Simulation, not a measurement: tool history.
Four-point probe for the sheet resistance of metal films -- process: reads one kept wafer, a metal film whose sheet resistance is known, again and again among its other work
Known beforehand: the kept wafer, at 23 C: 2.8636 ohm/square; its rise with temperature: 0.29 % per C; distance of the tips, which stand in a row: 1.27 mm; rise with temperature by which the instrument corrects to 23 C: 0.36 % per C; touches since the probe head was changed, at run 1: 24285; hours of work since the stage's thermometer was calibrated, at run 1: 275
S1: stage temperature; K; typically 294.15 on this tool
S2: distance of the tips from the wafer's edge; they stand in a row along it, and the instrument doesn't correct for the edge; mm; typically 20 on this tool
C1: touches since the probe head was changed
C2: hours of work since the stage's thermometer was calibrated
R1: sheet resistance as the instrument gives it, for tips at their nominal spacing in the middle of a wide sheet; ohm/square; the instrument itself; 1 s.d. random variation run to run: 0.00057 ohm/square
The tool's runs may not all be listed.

run 1 day=0 | S1=294.15 S2=20 | C1=24285 C2=275 | R1=2.860987
run 2 day=1.133 | S1=294.15 S2=20 | C1=25639 C2=293 | R1=2.860096
run 3 day=1.679 | S1=294.15 S2=20 | C1=26288 C2=302 | R1=2.86035
run 4 day=2.921 | S1=294.15 S2=20 | C1=27769 C2=322 | R1=2.860364
run 5 day=3.667 | S1=294.15 S2=20 | C1=28657 C2=334 | R1=2.859801
run 6 day=4.971 | S1=294.15 S2=20 | C1=30215 C2=355 | R1=2.86038
run 7 day=5.504 | S1=294.15 S2=20 | C1=30850 C2=364 | R1=2.859196
run 8 day=6.525 | S1=294.15 S2=20 | C1=32070 C2=381 | R1=2.859877
run 9 day=7.296 | S1=294.15 S2=20 | C1=32991 C2=393 | R1=2.858828
run 10 day=7.846 | S1=294.15 S2=20 | C1=33645 C2=402 | R1=2.859475
run 11 day=8.633 | S1=294.15 S2=20 | C1=34587 C2=415 | R1=2.858635
run 12 day=9.812 | S1=294.15 S2=35 | C1=35991 C2=434 | R1=2.855376
run 13 day=11.067 | S1=294.15 S2=35 | C1=37490 C2=454 | R1=2.854187
run 14 day=11.808 | S1=296.15 S2=20 | C1=38373 C2=466 | R1=2.855462
run 15 day=12.883 | S1=296.15 S2=20 | C1=39655 C2=484 | R1=2.854296
run 16 day=13.508 | S1=296.15 S2=20 | C1=40405 C2=494 | R1=2.854303
run 17 day=14.696 | S1=294.15 S2=10 | C1=41821 C2=513 | R1=2.877762
run 18 day=15.792 | S1=294.15 S2=20 | C1=43125 C2=531 | R1=2.857346
run 19 day=16.921 | S1=294.15 S2=8 | C1=44473 C2=549 | R1=2.890419
run 20 day=18.117 | S1=294.15 S2=8 | C1=45901 C2=569 | R1=2.890058
run 21 day=19.146 | S1=294.15 S2=5 | C1=47131 C2=585 | R1=2.947794
run 22 day=20.4 | S1=294.15 S2=5 | C1=48623 C2=606 | R1=2.947968
-- day=20.533 stage's thermometer calibrated
run 23 day=20.958 | S1=293.15 S2=20 | C1=49267 C2=7 | R1=2.860778
run 24 day=21.675 | S1=293.15 S2=20 | C1=50122 C2=19 | R1=2.860391
run 25 day=22.338 | S1=299.15 S2=23 | C1=50911 C2=29 | R1=2.845659
run 26 day=22.962 | S1=299.15 S2=23 | C1=51657 C2=39 | R1=2.846114
run 27 day=24.238 | S1=299.15 S2=41 | C1=53178 C2=60 | R1=2.842436
-- day=24.625 stage's thermometer calibrated, once more
run 28 day=25.421 | S1=299.15 S2=41 | C1=54567 C2=13 | R1=2.841451
run 29 day=26.138 | S1=299.15 S2=41 | C1=55423 C2=25 | R1=2.840924
run 30 day=27 | S1=299.15 S2=41 | C1=56448 C2=38 | R1=2.840534
run 31 day=27.912 | S1=299.15 S2=6 | C1=57541 C2=53 | R1=2.906462
run 32 day=29.004 | S1=294.15 S2=28 | C1=58841 C2=71 | R1=2.853938
run 33 day=30.212 | S1=294.15 S2=43 | C1=60281 C2=91 | R1=2.851878
run 34 day=31.321 | S1=294.15 S2=43 | C1=61608 C2=109 | R1=2.852051
run 35 day=31.938 | S1=294.15 S2=23 | C1=62343 C2=119 | R1=2.8553
run 36 day=33.229 | S1=299.15 S2=5 | C1=63882 C2=139 | R1=2.933296
run 37 day=34.267 | S1=299.15 S2=5 | C1=65121 C2=156 | R1=2.934177
run 38 day=35.433 | S1=303.15 S2=6 | C1=66513 C2=175 | R1=2.898004
run 39 day=36.625 | S1=303.15 S2=16 | C1=67934 C2=195 | R1=2.839622
run 40 day=37.8 | S1=291.15 S2=41 | C1=69337 C2=214 | R1=2.858184
run 41 day=38.583 | S1=300.15 S2=41 | C1=70273 C2=226 | R1=2.838428
run 42 day=39.721 | S1=300.15 S2=41 | C1=71631 C2=245 | R1=2.837629
run 43 day=40.317 | S1=300.15 S2=41 | C1=72339 C2=254 | R1=2.836549
run 44 day=41.512 | S1=292.15 S2=3 | C1=73765 C2=274 | R1=3.102619
run 45 day=42.821 | S1=304.15 S2=39 | C1=75327 C2=295 | R1=2.829635

Each row is a separate what-if for the run after 45, all from the same tool condition, not one after another. Results?
run A day=43.775 | S1=301.15 S2=6 | C1=76468 C2=310 | R1=?
run B day=43.775 | S1=304.15 S2=6 | C1=76468 C2=310 | R1=?
run C day=43.775 | S1=297.15 S2=6 | C1=76468 C2=310 | R1=?

run=A R1=2.90101
run=B R1=2.894749
run=C R1=2.908982
Without the tool's unlogged condition, the same runs would have read:
run=A R1=2.920617
run=B R1=2.914322
run=C R1=2.928628

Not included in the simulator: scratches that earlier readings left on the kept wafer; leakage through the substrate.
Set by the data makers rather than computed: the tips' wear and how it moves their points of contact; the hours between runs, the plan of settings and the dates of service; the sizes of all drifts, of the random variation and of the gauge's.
